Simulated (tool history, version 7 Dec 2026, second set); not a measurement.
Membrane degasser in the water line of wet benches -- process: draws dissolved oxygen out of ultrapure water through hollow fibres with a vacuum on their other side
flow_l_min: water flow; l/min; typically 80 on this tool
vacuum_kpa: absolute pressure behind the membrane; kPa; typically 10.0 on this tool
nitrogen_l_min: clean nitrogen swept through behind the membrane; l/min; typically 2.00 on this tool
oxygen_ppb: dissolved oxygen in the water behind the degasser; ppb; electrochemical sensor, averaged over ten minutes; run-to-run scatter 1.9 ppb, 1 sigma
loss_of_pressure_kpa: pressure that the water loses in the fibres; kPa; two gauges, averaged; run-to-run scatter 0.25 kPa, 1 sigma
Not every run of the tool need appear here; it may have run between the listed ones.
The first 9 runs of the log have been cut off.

run,hour,flow_l_min,vacuum_kpa,nitrogen_l_min,hours since the membrane was changed,hours since the vacuum gauge was calibrated,hours since the vacuum lines were made tight,oxygen_ppb,loss_of_pressure_kpa
10,741.3,89,10.0,2.00,3500,1482,10443,584.2,76.12
11,803.2,89,10.0,2.00,3562,1544,10505,582.6,76.07
12,889.1,89,10.0,2.00,3647,1630,10591,583.7,76.66
# hour 896.6: seals of the vacuum lines changed
13,989.1,89,10.0,2.00,3745,1728,93,586.6,76.12
14,1071.7,89,10.0,2.00,3828,1810,175,585.1,75.88
# hour 1082.0: vacuum gauge calibrated
15,1178.9,74,10.0,2.00,3935,97,282,501.1,63.78
16,1250.4,80,10.0,2.00,4006,168,353,535.3,68.75
17,1336.4,80,10.0,2.00,4092,254,439,540.3,68.60
# hour 1396.0: vacuum gauge calibrated, once more
18,1411.3,80,10.0,2.00,4167,15,514,534.9,68.93
19,1519.0,115,13.8,2.34,4274,123,621,961.2,98.14
20,1591.3,117,20.5,2.17,4347,195,694,1544.3,100.58
21,1641.1,120,11.6,2.17,4396,245,744,855.8,103.68
22,1731.5,80,10.0,0.87,4487,335,834,940.8,68.96
23,1783.6,61,8.3,3.96,4539,388,886,182.9,52.64
24,1870.2,61,8.4,1.83,4626,474,973,358.4,52.72
25,1944.7,88,6.2,3.12,4700,549,1047,199.9,75.65
26,2039.6,63,8.6,2.49,4795,644,1142,297.1,54.78
27,2141.2,63,8.6,2.49,4897,745,1244,295.8,54.24
28,2192.9,80,20.7,1.94,4948,797,1295,1268.2,69.29
29,2262.0,80,13.3,2.00,5017,866,1364,763.2,68.83
30,2349.9,105,17.0,1.02,5105,954,1452,1873.4,90.37
31,2404.9,105,17.0,1.02,5160,1009,1507,1874.5,90.50
32,2467.1,64,19.4,2.05,5222,1071,1569,967.6,55.46

4 options for the next run, each taken on its own from the tool as it stands now. Forecast them:
A,2574.6,103,19.2,4.07,5330,1179,1677,?,?
B,2574.6,51,10.0,0.81,5330,1179,1677,?,?
C,2574.6,80,10.0,2.61,5330,1179,1677,?,?
D,2574.6,64,19.4,4.07,5330,1179,1677,?,?

run,oxygen_ppb,loss_of_pressure_kpa
A,841.3,89.38
B,731.0,44.29
C,437.9,69.34
D,555.7,55.09
With the hidden condition removed and each run's random variation left untouched, the same runs would have given:
run,oxygen_ppb,loss_of_pressure_kpa
A,832.2,87.69
B,719.4,43.46
C,429.1,68.03
D,550.4,54.04
